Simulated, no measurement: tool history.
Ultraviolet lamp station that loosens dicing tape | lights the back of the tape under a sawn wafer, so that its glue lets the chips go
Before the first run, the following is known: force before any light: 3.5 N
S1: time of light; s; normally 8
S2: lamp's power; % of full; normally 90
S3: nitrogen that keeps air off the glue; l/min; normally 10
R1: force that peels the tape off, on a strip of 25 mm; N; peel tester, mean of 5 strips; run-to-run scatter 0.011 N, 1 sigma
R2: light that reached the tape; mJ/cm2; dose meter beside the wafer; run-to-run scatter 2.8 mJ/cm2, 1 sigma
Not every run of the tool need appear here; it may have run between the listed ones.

Run 1, day 0.000: usual settings. Result: R1 0.538 N, R2 377 mJ/cm2.
Run 2, day 0.417: usual settings but S3 7 l/min. Result: R1 0.594 N, R2 377 mJ/cm2.
Run 3, day 0.762: usual settings but S3 7 l/min. Result: R1 0.624 N, R2 371 mJ/cm2.
Run 4, day 1.296: usual settings but S3 7 l/min. Result: R1 0.622 N, R2 368 mJ/cm2.
Run 5, day 1.688: usual settings but S3 7 l/min. Result: R1 0.614 N, R2 371 mJ/cm2.
Run 6, day 2.258: usual settings but S3 7 l/min. Result: R1 0.616 N, R2 370 mJ/cm2.
Run 7, day 2.667: usual settings but S3 7 l/min. Result: R1 0.657 N, R2 369 mJ/cm2.
Run 8, day 3.246: usual settings but S2 84 % of full. Result: R1 0.605 N, R2 349 mJ/cm2.
Run 9, day 3.633: usual settings but S2 84 % of full. Result: R1 0.606 N, R2 342 mJ/cm2.
Run 10, day 3.917: usual settings but S3 6 l/min. Result: R1 0.648 N, R2 364 mJ/cm2.
Run 11, day 4.500: usual settings but S3 6 l/min. Result: R1 0.702 N, R2 365 mJ/cm2.
Run 12, day 4.883: usual settings but S3 6 l/min. Result: R1 0.689 N, R2 365 mJ/cm2.
Run 13, day 5.417: usual settings. Result: R1 0.560 N, R2 361 mJ/cm2.
Run 14, day 5.688: usual settings. Result: R1 0.536 N, R2 360 mJ/cm2.
Run 15, day 6.208: usual settings. Result: R1 0.574 N, R2 358 mJ/cm2.
Run 16, day 6.504: usual settings. Result: R1 0.540 N, R2 360 mJ/cm2.
Run 17, day 7.062: usual settings but S2 96 % of full. Result: R1 0.521 N, R2 384 mJ/cm2.
Run 18, day 7.375: usual settings but S2 96 % of full. Result: R1 0.520 N, R2 380 mJ/cm2.
Run 19, day 7.654: usual settings but S2 84 % of full. Result: R1 0.606 N, R2 332 mJ/cm2.
Run 20, day 8.233: usual settings but S2 84 % of full. Result: R1 0.627 N, R2 332 mJ/cm2.
Run 21, day 8.542: usual settings but S1 4 s, S2 84 % of full, S3 5 l/min. Result: R1 1.589 N, R2 168 mJ/cm2.
Run 22, day 8.862: usual settings but S1 4 s, S2 84 % of full, S3 5 l/min. Result: R1 1.638 N, R2 168 mJ/cm2.
Run 23, day 9.283: usual settings but S1 10 s, S2 66 % of full, S3 8 l/min. Result: R1 0.712 N, R2 326 mJ/cm2.
Run 24, day 9.562: usual settings but S1 10 s, S2 66 % of full, S3 8 l/min. Result: R1 0.708 N, R2 317 mJ/cm2.
Run 25, day 9.967: usual settings but S1 7 s, S3 3 l/min. Result: R1 1.137 N, R2 308 mJ/cm2.
Run 26, day 10.367: usual settings but S1 7 s, S3 3 l/min. Result: R1 1.087 N, R2 307 mJ/cm2.
Run 27, day 10.742: usual settings but S1 9 s, S3 11 l/min. Result: R1 0.486 N, R2 393 mJ/cm2.
Run 28, day 11.321: usual settings but S1 11 s, S2 79 % of full, S3 3 l/min. Result: R1 0.778 N, R2 420 mJ/cm2.
Run 29, day 11.708: usual settings but S1 15 s, S2 73 % of full, S3 4 l/min. Result: R1 0.521 N, R2 532 mJ/cm2.

Run 30 is up next; what results do you expect?
Run 30, day 12.188: usual settings but S1 15 s, S2 73 % of full, S3 4 l/min. Result: R1 ?, R2 ?.

{"run 30": {"R1": 0.501, "R2": 526}}
Take away the tool's hidden state, keep the run-to-run variation as it was, and the same run would have given R1 0.420 N, R2 603 mJ/cm2.

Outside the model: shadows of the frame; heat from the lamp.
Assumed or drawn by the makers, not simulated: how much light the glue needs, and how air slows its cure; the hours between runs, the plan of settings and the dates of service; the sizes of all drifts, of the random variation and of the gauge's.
